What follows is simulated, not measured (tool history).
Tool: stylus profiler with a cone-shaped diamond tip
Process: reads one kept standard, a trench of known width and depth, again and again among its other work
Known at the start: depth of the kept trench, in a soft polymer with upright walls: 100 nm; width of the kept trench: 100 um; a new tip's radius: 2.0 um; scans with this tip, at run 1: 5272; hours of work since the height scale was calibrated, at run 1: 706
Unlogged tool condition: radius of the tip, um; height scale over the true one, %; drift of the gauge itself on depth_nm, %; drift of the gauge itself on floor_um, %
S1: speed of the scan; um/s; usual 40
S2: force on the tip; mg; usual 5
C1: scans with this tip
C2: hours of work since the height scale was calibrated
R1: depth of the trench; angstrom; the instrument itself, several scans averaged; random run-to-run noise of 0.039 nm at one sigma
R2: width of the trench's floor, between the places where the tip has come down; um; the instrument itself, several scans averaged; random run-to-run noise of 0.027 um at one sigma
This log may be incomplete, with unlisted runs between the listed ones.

Run 1, hour 0: usual settings; C1 5272; C2 706. Result: R1 1011.9 angstrom, R2 98.59 um.
Run 2, hour 37.7: usual settings but S1 17 um/s; C1 5475; C2 733. Result: R1 1011.6 angstrom, R2 98.61 um.
Run 3, hour 60.7: usual settings but S1 17 um/s; C1 5600; C2 750. Result: R1 1012.3 angstrom, R2 98.61 um.
Run 4, hour 81.3: usual settings but S1 17 um/s; C1 5711; C2 765. Result: R1 1013 angstrom, R2 98.59 um.
Run 5, hour 115.1: usual settings but S1 17 um/s, S2 1.92 mg; C1 5894; C2 789. Result: R1 1007 angstrom, R2 98.57 um.
Run 6, hour 144.3: usual settings but S1 20 um/s, S2 1.92 mg; C1 6052; C2 811. Result: R1 1007.2 angstrom, R2 98.57 um.
Run 7, hour 193.9: usual settings but S1 20 um/s, S2 1.92 mg; C1 6321; C2 846. Result: R1 1007 angstrom, R2 98.59 um.
Run 8, hour 220.5: usual settings but S1 20 um/s, S2 1.92 mg; C1 6465; C2 866. Result: R1 1008.7 angstrom, R2 98.61 um.
Run 9, hour 267.7: usual settings but S1 20 um/s, S2 1.92 mg; C1 6720; C2 900. Result: R1 1007.9 angstrom, R2 98.6 um.
Run 10, hour 292.7: usual settings but S1 20 um/s, S2 1.92 mg; C1 6855; C2 918. Result: R1 1007.4 angstrom, R2 98.54 um.
Run 11, hour 313.6: usual settings but S1 20 um/s, S2 2.04 mg; C1 6968; C2 933. Result: R1 1007.6 angstrom, R2 98.56 um.
Run 12, hour 363.1: usual settings but S1 158 um/s; C1 7236; C2 969. Result: R1 1012.6 angstrom, R2 98.35 um.
Run 13, hour 387.3: usual settings; C1 7367; C2 987. Result: R1 1012.5 angstrom, R2 98.54 um.
Run 14, hour 410.4: usual settings but S2 2.29 mg; C1 7492; C2 1003. Result: R1 1009 angstrom, R2 98.51 um.
Run 15, hour 444.1: usual settings but S2 2.29 mg; C1 7674; C2 1028. Result: R1 1009.2 angstrom, R2 98.51 um.
Run 16, hour 480.5: usual settings but S2 2.29 mg; C1 7871; C2 1054. Result: R1 1008.6 angstrom, R2 98.51 um.
Run 17, hour 522.3: usual settings but S2 2.29 mg; C1 8097; C2 1084. Result: R1 1008.7 angstrom, R2 98.5 um.
Run 18, hour 572.6: usual settings but S1 58 um/s; C1 8369; C2 1121. Result: R1 1013.6 angstrom, R2 98.5 um.
Run 19, hour 599.2: usual settings but S1 11 um/s; C1 8513; C2 1140. Result: R1 1013.7 angstrom, R2 98.55 um.
Run 20, hour 630.6: usual settings but S1 11 um/s; C1 8683; C2 1163. Result: R1 1013.5 angstrom, R2 98.56 um.
Run 21, hour 668.6: usual settings but S1 11 um/s, S2 2.38 mg; C1 8889; C2 1190. Result: R1 1009.5 angstrom, R2 98.55 um.
Run 22, hour 714.9: usual settings but S1 11 um/s, S2 2.38 mg; C1 9139; C2 1224. Result: R1 1009.3 angstrom, R2 98.57 um.
Run 23, hour 763.1: usual settings but S1 33 um/s, S2 2.38 mg; C1 9400; C2 1259. Result: R1 1010.1 angstrom, R2 98.49 um.
Run 24, hour 797.6: usual settings; C1 9587; C2 1284. Result: R1 1013.2 angstrom, R2 98.47 um.
Run 25, hour 847.8: usual settings but S1 32 um/s, S2 4.88 mg; C1 9858; C2 1320. Result: R1 1013.5 angstrom, R2 98.53 um.
Run 26, hour 892.2: usual settings but S1 32 um/s, S2 4.88 mg; C1 10098; C2 1352. Result: R1 1014.6 angstrom, R2 98.53 um.
Run 27, hour 921.9: usual settings but S1 113 um/s, S2 11.79 mg; C1 10259; C2 1374. Result: R1 1022.4 angstrom, R2 98.48 um.
Run 28, hour 944.9: usual settings but S1 12 um/s, S2 8.37 mg; C1 10384; C2 1391. Result: R1 1019.2 angstrom, R2 98.55 um.
Run 29, hour 967.7: usual settings but S1 121 um/s, S2 2.3 mg; C1 10507; C2 1407. Result: R1 1010.9 angstrom, R2 98.27 um.
Run 30, hour 1013.3: usual settings but S1 13 um/s, S2 7.71 mg; C1 10754; C2 1440. Result: R1 1018.1 angstrom, R2 98.53 um.
Run 31, hour 1045.2: usual settings but S1 119 um/s, S2 12.89 mg; C1 10926; C2 1463. Result: R1 1023.6 angstrom, R2 98.39 um.
Run 32, hour 1076.7: usual settings but S2 6.7 mg; C1 11097; C2 1486. Result: R1 1016.5 angstrom, R2 98.49 um.
Run 33, hour 1118.4: usual settings but S1 16 um/s, S2 2.72 mg; C1 11322; C2 1516. Result: R1 1011.5 angstrom, R2 98.48 um.
Run 34, hour 1166.1: usual settings but S1 23 um/s, S2 9.97 mg; C1 11580; C2 1551. Result: R1 1021.2 angstrom, R2 98.53 um.
Run 35, hour 1194.8: usual settings but S2 4.25 mg; C1 11736; C2 1572. Result: R1 1013.5 angstrom, R2 98.46 um.
Run 36, hour 1220.3: usual settings but S1 51 um/s, S2 3.57 mg; C1 11874; C2 1590. Result: R1 1011.7 angstrom, R2 98.45 um.
Run 37, hour 1256.8: usual settings but S1 51 um/s, S2 3.57 mg; C1 12071; C2 1616. Result: R1 1012.5 angstrom, R2 98.43 um.
Run 38, hour 1283.7: usual settings but S1 51 um/s, S2 3.57 mg; C1 12216; C2 1636. Result: R1 1013.4 angstrom, R2 98.43 um.
Run 39, hour 1309.8: usual settings but S1 51 um/s, S2 3.57 mg; C1 12358; C2 1655. Result: R1 1012.3 angstrom, R2 98.46 um.
Run 40, hour 1346.1: usual settings but S1 51 um/s, S2 3.57 mg; C1 12554; C2 1681. Result: R1 1013 angstrom, R2 98.41 um.
Run 41, hour 1393.8: usual settings but S1 25 um/s, S2 4.46 mg; C1 12812; C2 1716. Result: R1 1014.3 angstrom, R2 98.49 um.
Run 42, hour 1418.5: usual settings but S2 8.2 mg; C1 12946; C2 1734. Result: R1 1019.7 angstrom, R2 98.46 um.
Run 43, hour 1449.7: usual settings but S1 26 um/s, S2 4.9 mg; C1 13115; C2 1756. Result: R1 1015.2 angstrom, R2 98.48 um.
Run 44, hour 1482.4: usual settings but S1 12 um/s, S2 4.23 mg; C1 13292; C2 1780. Result: R1 1013.3 angstrom, R2 98.49 um.
Run 45, hour 1504.9: usual settings but S1 17 um/s, S2 3.59 mg; C1 13413; C2 1796. Result: R1 1013.6 angstrom, R2 98.46 um.
Run 46, hour 1529.8: usual settings but S1 72 um/s, S2 5.03 mg; C1 13548; C2 1814. Result: R1 1015.2 angstrom, R2 98.41 um.
Run 47, hour 1575.9: usual settings but S1 72 um/s, S2 5.03 mg; C1 13797; C2 1848. Result: R1 1014.9 angstrom, R2 98.43 um.

3 ways to go on from here, each from the tool as it stands after run 47. What would each give?
Run A, hour 1624.3: usual settings but S1 23 um/s, S2 2.27 mg; C1 14059; C2 1883. Result: R1 ?, R2 ?.
Run B, hour 1624.3: usual settings but S1 48 um/s, S2 5.16 mg; C1 14059; C2 1883. Result: R1 ?, R2 ?.
Run C, hour 1624.3: usual settings but S1 49 um/s, S2 10.55 mg; C1 14059; C2 1883. Result: R1 ?, R2 ?.

run      R1     R2
  A  1011.4  98.42
  B  1015.6  98.43
  C  1022.1  98.48
Without the tool's hidden state the same runs would have given:
run      R1     R2
  A  1006.2  98.66
  B  1010.3  98.66
  C  1016.8  98.72
